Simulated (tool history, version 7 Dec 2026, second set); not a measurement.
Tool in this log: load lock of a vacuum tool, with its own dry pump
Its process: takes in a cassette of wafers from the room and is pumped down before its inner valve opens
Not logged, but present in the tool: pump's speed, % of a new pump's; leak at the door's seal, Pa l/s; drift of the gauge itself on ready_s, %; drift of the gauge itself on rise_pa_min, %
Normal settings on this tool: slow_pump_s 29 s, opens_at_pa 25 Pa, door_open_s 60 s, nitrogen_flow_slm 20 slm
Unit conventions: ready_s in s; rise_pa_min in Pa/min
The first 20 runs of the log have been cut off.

run	day	slow_pump_s	opens_at_pa	door_open_s	nitrogen_flow_slm	hours that the pump has run since its overhaul	times that the door has closed on its seal	incoming humidity of the room's air, %	ready_s	rise_pa_min
21	70.862	20	25	75	20	4503	5568	47.5	47.2	0.020
22	75.171	24	25	60	20	4606	6069	47.6	50.6	0.023
23	80.033	49	23	99	17	4723	6634	43.7	70.0	0.035
24	83.612	49	23	99	17	4809	7050	47.2	69.9	0.033
25	88.079	49	23	99	17	4916	7569	46.8	69.9	0.028
26	91.788	32	25	60	35	5005	8000	49.8	56.4	0.014
27	95.142	32	37	60	35	5086	8390	42.7	54.8	0.014
28	97.967	32	37	60	35	5153	8719	41.9	54.7	0.017
29	100.271	32	37	60	35	5209	8987	48.9	55.8	0.017
30	103.100	32	37	60	35	5277	9315	41.8	55.8	0.016
31	108.188	32	37	60	35	5399	9907	42.7	55.1	0.006
32	113.354	32	37	60	35	5523	10507	46.6	56.2	0.017
33	117.058	32	26	41	15	5612	10938	42.7	56.8	0.025
34	120.738	32	26	38	15	5700	11365	45.2	57.7	0.021
35	123.125	29	31	60	20	5757	11643	43.0	53.2	0.019
36	125.408	29	20	60	20	5812	11909	41.4	55.4	0.021

Here are 4 independent what-if runs from the current tool condition. What would each one return?
A	128.629	21	23	150	20	5889	12283	45.2	?	?
B	128.629	29	20	60	11	5889	12283	45.7	?	?
C	128.629	29	34	60	20	5889	12283	42.4	?	?
D	128.629	29	42	60	20	5889	12283	48.6	?	?

run	ready_s	rise_pa_min
A	48.3	0.035
B	55.7	0.036
C	53.4	0.025
D	52.3	0.029
Take away the tool's hidden state, keep each run's random variation, and the runs would have read:
run	ready_s	rise_pa_min
A	48.3	0.034
B	55.7	0.036
C	53.4	0.025
D	52.3	0.028
